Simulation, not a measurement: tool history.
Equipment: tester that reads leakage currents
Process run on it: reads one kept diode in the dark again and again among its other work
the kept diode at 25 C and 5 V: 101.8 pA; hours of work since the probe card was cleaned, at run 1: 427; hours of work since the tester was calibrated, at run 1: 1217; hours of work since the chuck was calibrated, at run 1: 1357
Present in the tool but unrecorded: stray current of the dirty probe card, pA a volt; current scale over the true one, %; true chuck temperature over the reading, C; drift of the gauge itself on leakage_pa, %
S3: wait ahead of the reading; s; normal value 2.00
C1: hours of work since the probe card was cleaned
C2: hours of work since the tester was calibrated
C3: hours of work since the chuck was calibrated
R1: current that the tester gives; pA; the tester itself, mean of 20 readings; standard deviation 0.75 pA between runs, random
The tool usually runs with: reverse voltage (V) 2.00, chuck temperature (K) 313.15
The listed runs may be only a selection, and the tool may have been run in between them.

run 1 hour=0.0 | reverse_voltage_(V)=2.00 chuck_temperature_(K)=313.15 S3=2.00 | C1=427 C2=1217 C3=1357 | R1=239.39
run 2 hour=130.3 | reverse_voltage_(V)=2.00 chuck_temperature_(K)=313.15 S3=0.76 | C1=507 C2=1297 C3=1437 | R1=240.82
run 3 hour=234.9 | reverse_voltage_(V)=2.00 chuck_temperature_(K)=313.15 S3=4.31 | C1=571 C2=1361 C3=1501 | R1=240.36
-- hour=274.0 chuck's temperature calibrated
run 4 hour=316.1 | reverse_voltage_(V)=2.00 chuck_temperature_(K)=313.15 S3=4.31 | C1=620 C2=1409 C3=26 | R1=251.00
run 5 hour=430.9 | reverse_voltage_(V)=2.00 chuck_temperature_(K)=313.15 S3=0.73 | C1=690 C2=1480 C3=96 | R1=252.50
run 6 hour=542.5 | reverse_voltage_(V)=2.13 chuck_temperature_(K)=313.15 S3=0.73 | C1=758 C2=1548 C3=165 | R1=261.59
run 7 hour=679.1 | reverse_voltage_(V)=2.13 chuck_temperature_(K)=313.15 S3=0.73 | C1=842 C2=1632 C3=248 | R1=259.98
run 8 hour=794.2 | reverse_voltage_(V)=2.13 chuck_temperature_(K)=313.15 S3=0.73 | C1=913 C2=1702 C3=319 | R1=261.06
run 9 hour=940.4 | reverse_voltage_(V)=2.13 chuck_temperature_(K)=313.15 S3=0.73 | C1=1002 C2=1792 C3=408 | R1=259.14
run 10 hour=1086.6 | reverse_voltage_(V)=2.13 chuck_temperature_(K)=313.15 S3=0.73 | C1=1092 C2=1882 C3=498 | R1=258.55
run 11 hour=1220.1 | reverse_voltage_(V)=11.62 chuck_temperature_(K)=313.15 S3=0.73 | C1=1174 C2=1963 C3=580 | R1=614.77
run 12 hour=1341.8 | reverse_voltage_(V)=11.62 chuck_temperature_(K)=313.15 S3=0.73 | C1=1248 C2=2038 C3=654 | R1=616.94
-- hour=1389.8 probe card cleaned and baked
run 13 hour=1497.5 | reverse_voltage_(V)=11.62 chuck_temperature_(K)=313.15 S3=0.73 | C1=66 C2=2132 C3=748 | R1=593.74
run 14 hour=1639.0 | reverse_voltage_(V)=11.62 chuck_temperature_(K)=307.15 S3=0.73 | C1=153 C2=2218 C3=835 | R1=354.91
run 15 hour=1758.8 | reverse_voltage_(V)=2.00 chuck_temperature_(K)=313.15 S3=2.00 | C1=226 C2=2292 C3=908 | R1=244.05
run 16 hour=1911.8 | reverse_voltage_(V)=2.00 chuck_temperature_(K)=313.15 S3=1.40 | C1=320 C2=2386 C3=1002 | R1=244.70
run 17 hour=2077.0 | reverse_voltage_(V)=2.00 chuck_temperature_(K)=313.15 S3=0.57 | C1=421 C2=2487 C3=1103 | R1=244.25
run 18 hour=2148.9 | reverse_voltage_(V)=2.59 chuck_temperature_(K)=313.15 S3=0.57 | C1=465 C2=2531 C3=1147 | R1=279.47
run 19 hour=2245.9 | reverse_voltage_(V)=2.59 chuck_temperature_(K)=313.15 S3=0.57 | C1=525 C2=2590 C3=1207 | R1=276.73
run 20 hour=2381.8 | reverse_voltage_(V)=2.59 chuck_temperature_(K)=313.15 S3=0.57 | C1=608 C2=2674 C3=1290 | R1=277.33
run 21 hour=2530.3 | reverse_voltage_(V)=4.75 chuck_temperature_(K)=313.15 S3=1.80 | C1=699 C2=2765 C3=1381 | R1=375.87
run 22 hour=2601.5 | reverse_voltage_(V)=3.59 chuck_temperature_(K)=313.15 S3=1.80 | C1=743 C2=2808 C3=1425 | R1=324.80
-- hour=2762.0 chuck's temperature calibrated
run 23 hour=2765.3 | reverse_voltage_(V)=3.59 chuck_temperature_(K)=313.15 S3=1.80 | C1=842 C2=2908 C3=2 | R1=337.17
run 24 hour=2930.2 | reverse_voltage_(V)=2.85 chuck_temperature_(K)=313.15 S3=3.45 | C1=943 C2=3009 C3=103 | R1=300.53
run 25 hour=3085.9 | reverse_voltage_(V)=2.85 chuck_temperature_(K)=313.15 S3=3.45 | C1=1038 C2=3104 C3=199 | R1=299.39
run 26 hour=3192.2 | reverse_voltage_(V)=6.72 chuck_temperature_(K)=305.15 S3=5.44 | C1=1104 C2=3169 C3=264 | R1=237.06
run 27 hour=3265.4 | reverse_voltage_(V)=6.72 chuck_temperature_(K)=313.15 S3=5.44 | C1=1148 C2=3214 C3=309 | R1=464.28
run 28 hour=3379.4 | reverse_voltage_(V)=6.72 chuck_temperature_(K)=313.15 S3=5.44 | C1=1218 C2=3284 C3=378 | R1=465.38
-- hour=3480.3 probe card cleaned and baked
run 29 hour=3547.4 | reverse_voltage_(V)=6.72 chuck_temperature_(K)=313.15 S3=5.44 | C1=41 C2=3385 C3=480 | R1=444.77
run 30 hour=3634.7 | reverse_voltage_(V)=1.04 chuck_temperature_(K)=313.15 S3=5.44 | C1=95 C2=3439 C3=533 | R1=176.17
run 31 hour=3709.9 | reverse_voltage_(V)=1.04 chuck_temperature_(K)=313.15 S3=5.44 | C1=141 C2=3485 C3=579 | R1=175.75
run 32 hour=3843.9 | reverse_voltage_(V)=2.54 chuck_temperature_(K)=300.15 S3=0.44 | C1=223 C2=3567 C3=661 | R1=87.59
run 33 hour=3948.0 | reverse_voltage_(V)=1.91 chuck_temperature_(K)=300.15 S3=1.01 | C1=287 C2=3631 C3=725 | R1=74.77
run 34 hour=4088.8 | reverse_voltage_(V)=1.91 chuck_temperature_(K)=300.15 S3=1.01 | C1=373 C2=3717 C3=812 | R1=75.16
run 35 hour=4255.2 | reverse_voltage_(V)=1.91 chuck_temperature_(K)=300.15 S3=1.01 | C1=475 C2=3819 C3=913 | R1=75.35
run 36 hour=4331.7 | reverse_voltage_(V)=2.65 chuck_temperature_(K)=313.15 S3=1.83 | C1=522 C2=3866 C3=960 | R1=277.54
run 37 hour=4479.9 | reverse_voltage_(V)=8.98 chuck_temperature_(K)=329.15 S3=5.30 | C1=613 C2=3957 C3=1051 | R1=1900.52
run 38 hour=4615.4 | reverse_voltage_(V)=12.36 chuck_temperature_(K)=299.15 S3=4.74 | C1=696 C2=4040 C3=1134 | R1=184.54
run 39 hour=4764.7 | reverse_voltage_(V)=13.96 chuck_temperature_(K)=295.15 S3=0.39 | C1=787 C2=4131 C3=1226 | R1=151.17

Alternative continuations, all from the tool just after run 39; predict every row:
run A hour=4897.8 | reverse_voltage_(V)=13.96 chuck_temperature_(K)=295.15 S3=0.43 | C1=869 C2=4213 C3=1307 | R1=?
run B hour=4897.8 | reverse_voltage_(V)=2.00 chuck_temperature_(K)=313.15 S3=7.84 | C1=869 C2=4213 C3=1307 | R1=?
run C hour=4897.8 | reverse_voltage_(V)=7.10 chuck_temperature_(K)=295.15 S3=0.94 | C1=869 C2=4213 C3=1307 | R1=?
run D hour=4897.8 | reverse_voltage_(V)=16.98 chuck_temperature_(K)=295.15 S3=0.60 | C1=869 C2=4213 C3=1307 | R1=?

run=A R1=151.91
run=B R1=241.13
run=C R1=99.57
run=D R1=168.66
With the hidden condition removed and each run's random variation left untouched, the same runs would have given:
run=A R1=136.56
run=B R1=249.68
run=C R1=93.19
run=D R1=149.14

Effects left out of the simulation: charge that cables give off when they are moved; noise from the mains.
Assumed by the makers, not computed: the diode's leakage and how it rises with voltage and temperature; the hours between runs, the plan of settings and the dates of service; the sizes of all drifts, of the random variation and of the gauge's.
